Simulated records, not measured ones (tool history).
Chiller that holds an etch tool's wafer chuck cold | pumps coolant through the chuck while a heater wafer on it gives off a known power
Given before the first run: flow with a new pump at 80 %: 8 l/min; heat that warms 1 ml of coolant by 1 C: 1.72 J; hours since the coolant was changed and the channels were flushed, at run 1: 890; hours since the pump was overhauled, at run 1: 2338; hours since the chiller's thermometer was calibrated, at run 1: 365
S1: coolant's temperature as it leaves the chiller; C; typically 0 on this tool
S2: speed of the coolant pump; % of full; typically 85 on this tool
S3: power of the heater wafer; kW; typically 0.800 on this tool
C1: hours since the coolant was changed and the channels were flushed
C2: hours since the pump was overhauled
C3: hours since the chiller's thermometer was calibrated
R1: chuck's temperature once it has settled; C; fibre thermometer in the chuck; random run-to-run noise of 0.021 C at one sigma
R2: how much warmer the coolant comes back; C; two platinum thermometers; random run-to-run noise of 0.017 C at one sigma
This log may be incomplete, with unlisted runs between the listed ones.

{"run": 1, "day": 0.0, "S1": 0, "S2": 85, "S3": 0.8, "C1": 890, "C2": 2338, "C3": 365, "R1": 5.79, "R2": 3.34}
{"run": 2, "day": 2.896, "S1": 0, "S2": 87, "S3": 0.8, "C1": 960, "C2": 2408, "C3": 435, "R1": 5.67, "R2": 3.28}
{"run": 3, "day": 7.242, "S1": 0, "S2": 87, "S3": 0.8, "C1": 1064, "C2": 2512, "C3": 539, "R1": 5.69, "R2": 3.27}
{"run": 4, "day": 11.329, "S1": 0, "S2": 87, "S3": 0.8, "C1": 1162, "C2": 2610, "C3": 637, "R1": 5.72, "R2": 3.28}
{"run": 5, "day": 14.588, "S1": 0, "S2": 78, "S3": 0.8, "C1": 1240, "C2": 2688, "C3": 715, "R1": 6.23, "R2": 3.71}
{"run": 6, "day": 18.533, "S1": 0, "S2": 78, "S3": 0.8, "C1": 1335, "C2": 2783, "C3": 810, "R1": 6.19, "R2": 3.71}
{"run": 7, "day": 22.808, "S1": 0, "S2": 78, "S3": 0.8, "C1": 1437, "C2": 2886, "C3": 912, "R1": 6.19, "R2": 3.72}
{"run": 8, "day": 27.017, "S1": 0, "S2": 78, "S3": 0.8, "C1": 1538, "C2": 2987, "C3": 1013, "R1": 6.21, "R2": 3.74}
{"run": 9, "day": 28.896, "S1": -1, "S2": 85, "S3": 0.8, "C1": 1584, "C2": 3032, "C3": 1058, "R1": 4.74, "R2": 3.39}
{"run": 10, "day": 31.342, "S1": -1, "S2": 85, "S3": 0.8, "C1": 1642, "C2": 3090, "C3": 1117, "R1": 4.75, "R2": 3.37}
{"run": 11, "day": 33.483, "S1": -1, "S2": 85, "S3": 0.8, "C1": 1694, "C2": 3142, "C3": 1169, "R1": 4.76, "R2": 3.4}
{"run": 12, "day": 36.167, "S1": -1, "S2": 85, "S3": 0.8, "C1": 1758, "C2": 3206, "C3": 1233, "R1": 4.77, "R2": 3.37}
{"run": 13, "day": 38.683, "S1": -1, "S2": 85, "S3": 0.8, "C1": 1818, "C2": 3267, "C3": 1293, "R1": 4.8, "R2": 3.4}
{"run": 14, "day": 42.908, "S1": -1, "S2": 85, "S3": 0.8, "C1": 1920, "C2": 3368, "C3": 1395, "R1": 4.8, "R2": 3.41}
{"run": 15, "day": 45.525, "S1": -1, "S2": 85, "S3": 0.8, "C1": 1983, "C2": 3431, "C3": 1458, "R1": 4.8, "R2": 3.38}
{"run": 16, "day": 48.304, "S1": -1, "S2": 85, "S3": 0.8, "C1": 2049, "C2": 3498, "C3": 1524, "R1": 4.77, "R2": 3.41}
{"run": 17, "day": 52.283, "S1": -1, "S2": 85, "S3": 0.8, "C1": 2145, "C2": 3593, "C3": 1620, "R1": 4.78, "R2": 3.41}
{"run": 18, "day": 56.546, "S1": 0, "S2": 82, "S3": 0.8, "C1": 2247, "C2": 3695, "C3": 1722, "R1": 5.94, "R2": 3.55}
{"run": 19, "day": 59.275, "S1": -4, "S2": 82, "S3": 0.556, "C1": 2313, "C2": 3761, "C3": 1788, "R1": 0.03, "R2": 2.47}
{"run": 20, "day": 63.421, "S1": 0, "S2": 79, "S3": 0.905, "C1": 2412, "C2": 3860, "C3": 1887, "R1": 6.96, "R2": 4.19}
{"run": 21, "day": 66.246, "S1": 0, "S2": 80, "S3": 0.618, "C1": 2480, "C2": 3928, "C3": 1955, "R1": 4.59, "R2": 2.81}
{"run": 22, "day": 69.604, "S1": -4, "S2": 80, "S3": 0.575, "C1": 2561, "C2": 4009, "C3": 2035, "R1": 0.27, "R2": 2.64}
{"run": 23, "day": 72.796, "S1": -4, "S2": 80, "S3": 0.575, "C1": 2637, "C2": 4085, "C3": 2112, "R1": 0.23, "R2": 2.63}

Run 24, settings as shown, results not yet in. Your forecast:
{"run": 24, "day": 75.517, "S1": -4, "S2": 62, "S3": 0.495, "C1": 2702, "C2": 4151, "C3": 2177, "R1": "?", "R2": "?"}

{"run 24": {"R1": 0.53, "R2": 3.06}}
Had the tool carried no hidden state, the very same run would have given R1 0.50 C, R2 2.91 C.
